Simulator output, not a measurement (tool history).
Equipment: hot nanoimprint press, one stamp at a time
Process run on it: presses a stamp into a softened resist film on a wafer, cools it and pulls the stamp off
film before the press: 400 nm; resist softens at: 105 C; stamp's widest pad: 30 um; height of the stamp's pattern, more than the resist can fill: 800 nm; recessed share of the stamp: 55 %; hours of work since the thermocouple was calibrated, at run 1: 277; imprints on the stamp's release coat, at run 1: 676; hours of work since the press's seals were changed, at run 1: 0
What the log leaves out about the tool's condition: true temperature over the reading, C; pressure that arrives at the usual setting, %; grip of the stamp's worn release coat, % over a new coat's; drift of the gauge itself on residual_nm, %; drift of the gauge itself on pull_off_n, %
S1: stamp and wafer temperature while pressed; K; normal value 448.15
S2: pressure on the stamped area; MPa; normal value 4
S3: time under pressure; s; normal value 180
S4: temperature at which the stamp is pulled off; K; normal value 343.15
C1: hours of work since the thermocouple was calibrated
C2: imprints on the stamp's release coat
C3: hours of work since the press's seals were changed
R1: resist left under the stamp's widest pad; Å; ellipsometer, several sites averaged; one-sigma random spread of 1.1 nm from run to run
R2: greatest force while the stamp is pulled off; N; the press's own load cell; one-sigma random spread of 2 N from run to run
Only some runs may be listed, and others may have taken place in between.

Run 1, hour 0: usual settings; C1 277; C2 676; C3 0. Result: R1 2196 Å, R2 241 N.
Run 2, hour 30.9: usual settings; C1 298; C2 839; C3 21. Result: R1 2185 Å, R2 242 N.
At hour 49.5: stamp cleaned and given a new release coat.
Run 3, hour 55.5: usual settings but S2 4.66 MPa; C1 311; C2 32; C3 34. Result: R1 2065 Å, R2 228 N.
Run 4, hour 84.9: usual settings; C1 331; C2 187; C3 54. Result: R1 2226 Å, R2 227 N.
Run 5, hour 100.5: usual settings; C1 342; C2 269; C3 65. Result: R1 2247 Å, R2 236 N.
At hour 110: plate thermocouple calibrated.
Run 6, hour 119.6: usual settings; C1 7; C2 354; C3 76. Result: R1 2125 Å, R2 225 N.
Run 7, hour 136.5: usual settings but S3 137 s; C1 18; C2 443; C3 88. Result: R1 2315 Å, R2 227 N.
Run 8, hour 150.3: usual settings but S3 137 s; C1 28; C2 516; C3 97. Result: R1 2313 Å, R2 229 N.
Run 9, hour 163.2: usual settings but S3 280 s; C1 37; C2 584; C3 106. Result: R1 1815 Å, R2 228 N.
Run 10, hour 194: usual settings but S3 280 s, S4 332.15 K; C1 58; C2 746; C3 127. Result: R1 1828 Å, R2 290 N.
Run 11, hour 213.9: usual settings but S3 280 s, S4 337.15 K; C1 71; C2 851; C3 141. Result: R1 1828 Å, R2 269 N.
At hour 229.6: stamp cleaned and given a new release coat.
Run 12, hour 247.1: usual settings but S2 6.15 MPa, S3 212 s, S4 341.15 K; C1 90; C2 92; C3 159. Result: R1 1664 Å, R2 230 N.
Run 13, hour 263.5: usual settings but S1 458.15 K, S2 3.53 MPa, S3 197 s, S4 336.15 K; C1 101; C2 179; C3 171. Result: R1 1516 Å, R2 255 N.
Run 14, hour 294.2: usual settings but S4 349.15 K; C1 122; C2 341; C3 192. Result: R1 2145 Å, R2 196 N.
Run 15, hour 315.9: usual settings but S4 349.15 K; C1 137; C2 455; C3 207. Result: R1 2158 Å, R2 199 N.
Run 16, hour 342.3: usual settings but S2 5.61 MPa, S3 202 s, S4 332.15 K; C1 155; C2 594; C3 225. Result: R1 1794 Å, R2 289 N.
Run 17, hour 362.7: usual settings but S3 270 s, S4 351.15 K; C1 169; C2 702; C3 239. Result: R1 1883 Å, R2 192 N.
Run 18, hour 379.1: usual settings but S3 187 s, S4 351.15 K; C1 181; C2 788; C3 250. Result: R1 2156 Å, R2 192 N.
At hour 407: stamp cleaned and given a new release coat.
Run 19, hour 407.2: usual settings but S2 3.06 MPa, S3 187 s, S4 351.15 K; C1 196; C2 1; C3 265. Result: R1 2384 Å, R2 184 N.

Measured minus without-hidden-state, run by run (identical run-to-run variation in each term; gauge scatter may differ):
run    R1   R2
  1   +92  +20
  2   +99  +24
  3  +102   +7
  4  +112  +11
  5  +117  +13
  6    +7   +8
  7   +11   +9
  8   +14  +12
  9   +15  +12
 10   +23  +20
 11   +28  +21
 12   +36   +4
 13   +29   +7
 14   +47   +9
 15   +53  +11
 16   +59  +18
 17   +61  +16
 18   +69  +17
 19   +72   +4
